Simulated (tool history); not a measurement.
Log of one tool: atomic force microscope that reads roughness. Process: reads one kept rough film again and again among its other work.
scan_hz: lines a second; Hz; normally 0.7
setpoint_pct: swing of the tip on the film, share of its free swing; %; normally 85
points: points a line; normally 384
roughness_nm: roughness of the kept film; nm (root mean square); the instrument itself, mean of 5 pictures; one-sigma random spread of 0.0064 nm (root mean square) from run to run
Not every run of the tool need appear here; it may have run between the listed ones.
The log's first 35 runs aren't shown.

run,day,scan_hz,setpoint_pct,points,roughness_nm
# day 10.642: new tip fitted
36,10.696,1.196,68,306,2.12
37,11.125,0.907,87,610,1.987
38,11.404,0.884,85,610,2.013
39,11.588,0.884,85,610,2.008
40,11.862,0.884,85,610,2.001
41,12.196,0.7,80,384,2.087
42,12.5,0.7,85,270,2.038
43,12.875,1.439,76,522,1.984
44,13.3,1.078,65,522,2.116
45,13.617,1.219,59,445,2.137
46,13.846,1.219,59,445,2.138
47,14.054,1.219,59,445,2.139

Here are 4 independent what-if runs from the current tool condition. What would each one return?
A,14.462,2.715,72,384,?
B,14.462,0.649,85,953,?
C,14.462,1.219,59,546,?
D,14.462,1.219,59,469,?

run,roughness_nm
A,1.846
B,2.028
C,2.131
D,2.136
Had the tool no hidden state, the same runs would have come out as:
run,roughness_nm
A,1.897
B,2.083
C,2.188
D,2.194

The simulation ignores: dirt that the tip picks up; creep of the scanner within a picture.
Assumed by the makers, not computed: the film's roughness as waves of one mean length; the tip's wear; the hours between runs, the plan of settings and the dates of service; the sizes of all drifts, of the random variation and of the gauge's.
